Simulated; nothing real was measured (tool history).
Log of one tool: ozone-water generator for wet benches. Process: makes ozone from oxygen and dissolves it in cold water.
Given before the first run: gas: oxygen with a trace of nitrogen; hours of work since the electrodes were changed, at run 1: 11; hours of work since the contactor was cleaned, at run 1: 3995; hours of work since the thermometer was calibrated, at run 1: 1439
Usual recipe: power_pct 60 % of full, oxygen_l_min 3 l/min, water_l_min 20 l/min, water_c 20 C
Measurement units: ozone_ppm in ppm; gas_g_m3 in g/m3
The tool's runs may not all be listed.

run,day,power_pct,oxygen_l_min,water_l_min,water_c,hours of work since the electrodes were changed,hours of work since the contactor was cleaned,hours of work since the thermometer was calibrated,ozone_ppm,gas_g_m3
1,0,60,3,20,20,11,3995,1439,10,173.3
2,1.508,60,3,20,20,36,4020,1463,10.1,172.8
3,2.438,60,3,18,20,51,4035,1479,11.2,174.9
4,3.554,60,3,18,20,69,4053,1497,11,172.4
5,4.575,60,3.95,18,20,86,4070,1514,12.1,158.4
6,5.583,60,3.95,18,20,103,4087,1531,11.9,159.3
7,6.679,60,3.95,18,20,121,4105,1549,12.2,159
8,8.175,60,3,25,20,145,4129,1573,8.1,173.3
9,9.188,60,3,25,20,162,4146,1590,8,172.6
10,10.092,89,3,25,20,177,4161,1605,10.6,222.6
11,11.021,60,3,20,20,192,4176,1620,9.9,173.3
12,12.638,60,3,20,20,219,4203,1647,10,170.9
13,14.229,60,3,20,20,245,4229,1673,10.2,171.8
14,15.612,60,1.5,20,20,268,4252,1695,7.4,213.9
15,17.188,60,3,20,18,294,4278,1721,10.3,171.7
16,18.858,60,3,20,20,321,4305,1749,10.1,172
17,20.388,60,3,20,20,346,4330,1774,10,172.4
18,21.242,84,2.97,15,20,360,4344,1788,16.4,214
# day 21.558: contactor cleaned
19,23.171,80,4.26,17,20,389,27,1817,15.1,186.7
20,24.412,84,2.67,18,22,410,47,1838,12.3,220.4
21,26.008,60,4.69,20,22,436,73,1864,10.8,151.1
22,27.579,59,3,20,17,462,99,1890,9.8,170.4
23,28.412,88,2.11,17,20,476,113,1903,12.4,245.7
24,29.612,60,4.3,18,20,495,132,1923,11.6,154.5
# day 30.979: contactor cleaned, once more
25,31.321,60,4.3,18,20,521,6,1948,13.1,155
26,32.988,60,3,23,20,548,33,1976,9.2,171.3
27,34.333,80,4.54,14,20,570,55,1998,19.7,183.4
28,35.658,80,4.54,14,20,592,77,2020,19.3,182.6
29,37.146,80,4.54,14,20,617,101,2044,19.2,181.5
30,38.788,98,3,31,20,644,128,2071,9.6,232.7
31,39.654,99,2.57,27,20,658,143,2086,10.1,249.5
32,40.679,99,2.57,27,20,675,160,2102,10.1,248.7

Predict each of these 4 candidate next runs independently; none follows another, all start after run 32:
A,41.667,99,3.44,15,15,691,176,2119,?,?
B,41.667,60,2.88,28,15,691,176,2119,?,?
C,41.667,99,2.87,25,20,691,176,2119,?,?
D,41.667,56,3,20,20,691,176,2119,?,?

run,ozone_ppm,gas_g_m3
A,21,227.2
B,7.8,173.3
C,11.6,239.1
D,10.1,165.1
What these runs would have given with no unlogged condition in the tool:
run,ozone_ppm,gas_g_m3
A,21.4,229.7
B,7.9,174.7
C,11.8,241.7
D,10.2,166.3
